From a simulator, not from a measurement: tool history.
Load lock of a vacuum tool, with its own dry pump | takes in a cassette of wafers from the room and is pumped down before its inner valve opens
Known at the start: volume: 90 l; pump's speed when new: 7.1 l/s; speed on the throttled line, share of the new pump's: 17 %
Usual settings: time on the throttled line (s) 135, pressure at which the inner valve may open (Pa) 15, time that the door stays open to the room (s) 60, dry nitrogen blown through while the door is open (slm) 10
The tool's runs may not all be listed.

| run | day | time on the throttled line (s) | pressure at which the inner valve may open (Pa) | time that the door stays open to the room (s) | dry nitrogen blown through while the door is open (slm) | incoming humidity of the room's air, % | time from the closed door until the inner valve may open (s) | rise of the pressure with all valves shut (Pa/min) |
|---|---|---|---|---|---|---|---|---|
| 1 | 0.000 | 135 | 15 | 60 | 10 | 45.7 | 226.6 | 0.221 |
| 2 | 23.133 | 135 | 15 | 60 | 10 | 47.1 | 225.1 | 0.242 |
| 3 | 33.642 | 135 | 15 | 60 | 8 | 47.8 | 227.3 | 0.257 |
| 4 | 46.529 | 135 | 15 | 60 | 10 | 44.9 | 225.8 | 0.265 |
| 5 | 63.525 | 174 | 15 | 60 | 10 | 42.9 | 258.9 | 0.271 |
| 6 | 76.246 | 174 | 15 | 60 | 10 | 43.1 | 260.4 | 0.285 |
| 7 | 96.542 | 174 | 15 | 60 | 10 | 46.0 | 261.6 | 0.300 |
| 8 | 121.200 | 174 | 15 | 60 | 10 | 47.2 | 257.7 | 0.318 |
|  | 127.708 | door's seal changed, seat wiped |
| 9 | 138.942 | 174 | 15 | 60 | 10 | 44.4 | 261.4 | 0.034 |
| 10 | 149.225 | 174 | 15 | 60 | 10 | 43.4 | 263.8 | 0.034 |
| 11 | 163.088 | 135 | 15 | 60 | 10 | 44.7 | 226.5 | 0.040 |
| 12 | 182.400 | 198 | 15 | 60 | 10 | 44.6 | 280.1 | 0.037 |
| 13 | 200.492 | 198 | 15 | 60 | 10 | 47.2 | 281.3 | 0.048 |
| 14 | 216.883 | 135 | 15 | 60 | 10 | 43.0 | 230.8 | 0.046 |
| 15 | 236.008 | 135 | 28 | 60 | 10 | 46.0 | 220.4 | 0.059 |
| 16 | 255.442 | 135 | 28 | 60 | 10 | 45.8 | 218.7 | 0.063 |
| 17 | 268.929 | 135 | 28 | 60 | 10 | 43.5 | 222.1 | 0.064 |
| 18 | 279.654 | 135 | 15 | 60 | 7 | 45.2 | 230.5 | 0.075 |
| 19 | 293.392 | 135 | 15 | 60 | 10 | 44.8 | 228.9 | 0.073 |
| 20 | 317.904 | 135 | 19 | 60 | 10 | 48.2 | 228.2 | 0.090 |
| 21 | 340.958 | 173 | 15 | 191 | 10 | 44.5 | 260.9 | 0.110 |
| 22 | 355.108 | 105 | 29 | 124 | 10 | 48.3 | 195.4 | 0.117 |
| 23 | 369.012 | 174 | 15 | 60 | 10 | 41.7 | 259.2 | 0.103 |
| 24 | 387.721 | 116 | 15 | 203 | 16 | 44.8 | 217.0 | 0.124 |
| 25 | 404.088 | 111 | 20 | 70 | 11 | 46.5 | 206.8 | 0.121 |
| 26 | 425.533 | 207 | 20 | 91 | 11 | 44.5 | 287.9 | 0.140 |
| 27 | 439.883 | 166 | 15 | 94 | 10 | 46.1 | 257.3 | 0.151 |
| 28 | 458.071 | 101 | 26 | 75 | 11 | 45.6 | 196.1 | 0.148 |
| 29 | 476.958 | 135 | 17 | 60 | 10 | 41.7 | 232.3 | 0.170 |
| 30 | 489.462 | 135 | 15 | 37 | 6 | 46.4 | 233.0 | 0.170 |
| 31 | 504.217 | 135 | 15 | 37 | 6 | 46.3 | 234.2 | 0.182 |
| 32 | 516.521 | 135 | 15 | 37 | 6 | 45.6 | 229.1 | 0.187 |
| 33 | 538.354 | 135 | 15 | 37 | 6 | 46.4 | 232.9 | 0.199 |
| 34 | 550.996 | 135 | 15 | 37 | 6 | 46.5 | 235.0 | 0.217 |
| 35 | 561.388 | 135 | 12 | 208 | 10 | 45.4 | 238.5 | 0.239 |
| 36 | 586.458 | 93 | 15 | 151 | 10 | 47.3 | 200.1 | 0.257 |
| 37 | 599.183 | 93 | 15 | 151 | 10 | 44.5 | 198.5 | 0.263 |
| 38 | 619.388 | 93 | 15 | 151 | 10 | 44.8 | 200.2 | 0.272 |

3 ways to go on from here, each from the tool as it stands after run 38. What would each give?
| A | 635.675 | 137 | 15 | 205 | 41 | 46.5 | ? | ? |
| B | 635.675 | 135 | 20 | 67 | 13 | 45.0 | ? | ? |
| C | 635.675 | 93 | 15 | 151 | 34 | 46.7 | ? | ? |

| run | time from the closed door until the inner valve may open (s) | rise of the pressure with all valves shut (Pa/min) |
|---|---|---|
| A | 234.8 | 0.268 |
| B | 229.8 | 0.271 |
| C | 200.0 | 0.263 |
Without the tool's hidden state the same runs would have given:
| run | time from the closed door until the inner valve may open (s) | rise of the pressure with all valves shut (Pa/min) |
|---|---|---|
| A | 224.7 | 0.027 |
| B | 220.1 | 0.033 |
| C | 189.0 | 0.024 |

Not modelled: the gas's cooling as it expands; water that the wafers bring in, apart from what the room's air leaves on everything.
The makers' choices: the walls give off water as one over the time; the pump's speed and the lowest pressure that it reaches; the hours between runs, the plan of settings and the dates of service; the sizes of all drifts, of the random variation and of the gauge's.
